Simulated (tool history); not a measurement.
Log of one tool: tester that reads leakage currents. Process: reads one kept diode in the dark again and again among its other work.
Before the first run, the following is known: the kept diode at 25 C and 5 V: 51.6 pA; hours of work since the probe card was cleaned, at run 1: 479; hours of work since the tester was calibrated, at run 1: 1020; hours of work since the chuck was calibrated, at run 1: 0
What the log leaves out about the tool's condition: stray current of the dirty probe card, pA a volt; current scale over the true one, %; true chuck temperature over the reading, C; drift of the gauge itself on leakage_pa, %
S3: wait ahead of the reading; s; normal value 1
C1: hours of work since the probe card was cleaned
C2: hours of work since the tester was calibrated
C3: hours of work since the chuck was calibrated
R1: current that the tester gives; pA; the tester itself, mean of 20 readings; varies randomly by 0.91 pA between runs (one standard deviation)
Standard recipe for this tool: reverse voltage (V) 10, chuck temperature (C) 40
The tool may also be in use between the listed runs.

{"run": 1, "hour": 0.0, "reverse voltage (V)": 10, "chuck temperature (C)": 40, "S3": 1, "C1": 479, "C2": 1020, "C3": 0, "R1": 307.91}
{"run": 2, "hour": 173.5, "reverse voltage (V)": 10, "chuck temperature (C)": 40, "S3": 1, "C1": 597, "C2": 1138, "C3": 118, "R1": 311.77}
{"run": 3, "hour": 289.7, "reverse voltage (V)": 10, "chuck temperature (C)": 40, "S3": 1, "C1": 677, "C2": 1217, "C3": 197, "R1": 315.29}
{"run": 4, "hour": 411.9, "reverse voltage (V)": 10, "chuck temperature (C)": 40, "S3": 1, "C1": 760, "C2": 1300, "C3": 280, "R1": 321.05}
{"run": 5, "hour": 586.4, "reverse voltage (V)": 10, "chuck temperature (C)": 40, "S3": 1, "C1": 878, "C2": 1419, "C3": 399, "R1": 324.36}
{"run": 6, "hour": 744.9, "reverse voltage (V)": 10, "chuck temperature (C)": 40, "S3": 1, "C1": 986, "C2": 1527, "C3": 507, "R1": 331.77}
{"run": 7, "hour": 940.3, "reverse voltage (V)": 10, "chuck temperature (C)": 40, "S3": 6.09, "C1": 1119, "C2": 1660, "C3": 640, "R1": 331.81}
{"run": 8, "hour": 1057.7, "reverse voltage (V)": 10, "chuck temperature (C)": 40, "S3": 1, "C1": 1199, "C2": 1740, "C3": 720, "R1": 340.96}
{"run": 9, "hour": 1228.6, "reverse voltage (V)": 10, "chuck temperature (C)": 40, "S3": 1, "C1": 1316, "C2": 1856, "C3": 836, "R1": 345.28}
{"run": 10, "hour": 1360.4, "reverse voltage (V)": 10, "chuck temperature (C)": 40, "S3": 1, "C1": 1405, "C2": 1946, "C3": 926, "R1": 348.6}
{"run": 11, "hour": 1518.1, "reverse voltage (V)": 10, "chuck temperature (C)": 40, "S3": 1, "C1": 1513, "C2": 2053, "C3": 1033, "R1": 353.86}
{"run": 12, "hour": 1704.3, "reverse voltage (V)": 10, "chuck temperature (C)": 40, "S3": 1, "C1": 1639, "C2": 2180, "C3": 1160, "R1": 360.82}
{"run": 13, "hour": 1802.0, "reverse voltage (V)": 2.4, "chuck temperature (C)": 40, "S3": 1, "C1": 1706, "C2": 2246, "C3": 1226, "R1": 164.36}
{"run": 14, "hour": 1890.4, "reverse voltage (V)": 10.2, "chuck temperature (C)": 40, "S3": 1, "C1": 1766, "C2": 2306, "C3": 1287, "R1": 370.41}
{"run": 15, "hour": 1979.8, "reverse voltage (V)": 10.2, "chuck temperature (C)": 40, "S3": 1, "C1": 1827, "C2": 2367, "C3": 1347, "R1": 372.36}
{"run": 16, "hour": 2151.1, "reverse voltage (V)": 16, "chuck temperature (C)": 40, "S3": 1, "C1": 1943, "C2": 2484, "C3": 1464, "R1": 489.32}
{"run": 17, "hour": 2238.6, "reverse voltage (V)": 10, "chuck temperature (C)": 40, "S3": 1, "C1": 2003, "C2": 2543, "C3": 1524, "R1": 378}
{"run": 18, "hour": 2353.3, "reverse voltage (V)": 10, "chuck temperature (C)": 40, "S3": 1, "C1": 2081, "C2": 2621, "C3": 1602, "R1": 379.93}
{"run": 19, "hour": 2521.7, "reverse voltage (V)": 10, "chuck temperature (C)": 31, "S3": 1, "C1": 2196, "C2": 2736, "C3": 1716, "R1": 184.41}
{"hour": 2612.4, "done": "tester calibrated"}
{"hour": 2622.7, "done": "chuck's temperature calibrated"}
{"run": 20, "hour": 2637.8, "reverse voltage (V)": 2.8, "chuck temperature (C)": 31, "S3": 1, "C1": 2272, "C2": 16, "C3": 10, "R1": 94.89}
{"run": 21, "hour": 2765.8, "reverse voltage (V)": 8.3, "chuck temperature (C)": 23, "S3": 1.09, "C1": 2359, "C2": 103, "C3": 97, "R1": 94.2}
{"hour": 2910.9, "done": "chuck's temperature calibrated, once more"}
{"run": 22, "hour": 2951.3, "reverse voltage (V)": 8.3, "chuck temperature (C)": 23, "S3": 1.09, "C1": 2484, "C2": 228, "C3": 27, "R1": 75.15}
{"run": 23, "hour": 3091.9, "reverse voltage (V)": 8.3, "chuck temperature (C)": 23, "S3": 1.09, "C1": 2580, "C2": 324, "C3": 123, "R1": 76.84}
{"run": 24, "hour": 3261.1, "reverse voltage (V)": 8.3, "chuck temperature (C)": 23, "S3": 1.09, "C1": 2695, "C2": 439, "C3": 238, "R1": 79.03}
{"run": 25, "hour": 3440.2, "reverse voltage (V)": 8.3, "chuck temperature (C)": 23, "S3": 1.09, "C1": 2817, "C2": 561, "C3": 360, "R1": 80.33}
{"run": 26, "hour": 3550.3, "reverse voltage (V)": 1, "chuck temperature (C)": 42, "S3": 4.85, "C1": 2892, "C2": 636, "C3": 435, "R1": 112.57}
{"run": 27, "hour": 3707.6, "reverse voltage (V)": 1, "chuck temperature (C)": 42, "S3": 4.85, "C1": 2999, "C2": 743, "C3": 542, "R1": 113.83}
{"run": 28, "hour": 3891.9, "reverse voltage (V)": 1, "chuck temperature (C)": 42, "S3": 4.85, "C1": 3124, "C2": 868, "C3": 668, "R1": 115.44}
{"run": 29, "hour": 4028.8, "reverse voltage (V)": 2.9, "chuck temperature (C)": 40, "S3": 0.62, "C1": 3217, "C2": 961, "C3": 761, "R1": 179.11}
{"hour": 4133.3, "done": "probe card cleaned and baked"}
{"run": 30, "hour": 4177.7, "reverse voltage (V)": 2.9, "chuck temperature (C)": 40, "S3": 0.62, "C1": 30, "C2": 1061, "C3": 860, "R1": 173.73}
{"run": 31, "hour": 4278.7, "reverse voltage (V)": 16.4, "chuck temperature (C)": 40, "S3": 0.62, "C1": 99, "C2": 1129, "C3": 929, "R1": 451.28}
{"run": 32, "hour": 4462.8, "reverse voltage (V)": 1.2, "chuck temperature (C)": 27, "S3": 1.38, "C1": 224, "C2": 1255, "C3": 1054, "R1": 33.97}
{"run": 33, "hour": 4570.4, "reverse voltage (V)": 1.2, "chuck temperature (C)": 27, "S3": 1.38, "C1": 298, "C2": 1328, "C3": 1127, "R1": 34.42}
{"run": 34, "hour": 4654.2, "reverse voltage (V)": 1.2, "chuck temperature (C)": 27, "S3": 1.38, "C1": 355, "C2": 1385, "C3": 1184, "R1": 34.67}
{"run": 35, "hour": 4780.3, "reverse voltage (V)": 2.9, "chuck temperature (C)": 21, "S3": 4.68, "C1": 440, "C2": 1471, "C3": 1270, "R1": 32.23}
{"run": 36, "hour": 4949.0, "reverse voltage (V)": 7.5, "chuck temperature (C)": 53, "S3": 0.35, "C1": 555, "C2": 1586, "C3": 1385, "R1": 914.85}
{"run": 37, "hour": 5142.0, "reverse voltage (V)": 7.5, "chuck temperature (C)": 44, "S3": 0.35, "C1": 686, "C2": 1717, "C3": 1516, "R1": 446.97}
{"run": 38, "hour": 5325.4, "reverse voltage (V)": 10, "chuck temperature (C)": 43, "S3": 5.78, "C1": 811, "C2": 1842, "C3": 1641, "R1": 479.17}
{"run": 39, "hour": 5490.7, "reverse voltage (V)": 10, "chuck temperature (C)": 27, "S3": 2.85, "C1": 924, "C2": 1954, "C3": 1754, "R1": 122.78}

Here are 4 independent what-if runs from the current tool condition. What would each one return?
{"hour": 5535.1, "done": "chuck's temperature calibrated"}
{"run": "A", "hour": 5631.3, "reverse voltage (V)": 11.6, "chuck temperature (C)": 35, "S3": 0.77, "C1": 1018, "C2": 2048, "C3": 65, "R1": "?"}
{"hour": 5535.1, "done": "chuck's temperature calibrated"}
{"run": "B", "hour": 5631.3, "reverse voltage (V)": 5.8, "chuck temperature (C)": 40, "S3": 3.21, "C1": 1018, "C2": 2048, "C3": 65, "R1": "?"}
{"hour": 5535.1, "done": "chuck's temperature calibrated"}
{"run": "C", "hour": 5631.3, "reverse voltage (V)": 13.5, "chuck temperature (C)": 27, "S3": 2.13, "C1": 1018, "C2": 2048, "C3": 65, "R1": "?"}
{"hour": 5535.1, "done": "chuck's temperature calibrated"}
{"run": "D", "hour": 5631.3, "reverse voltage (V)": 16.4, "chuck temperature (C)": 35, "S3": 1, "C1": 1018, "C2": 2048, "C3": 65, "R1": "?"}

run=A R1=228.76
run=B R1=235.45
run=C R1=122.36
run=D R1=275.21
With no hidden state in the tool, these same runs would have given:
run=A R1=214.18
run=B R1=225.71
run=C R1=108.42
run=D R1=255.69
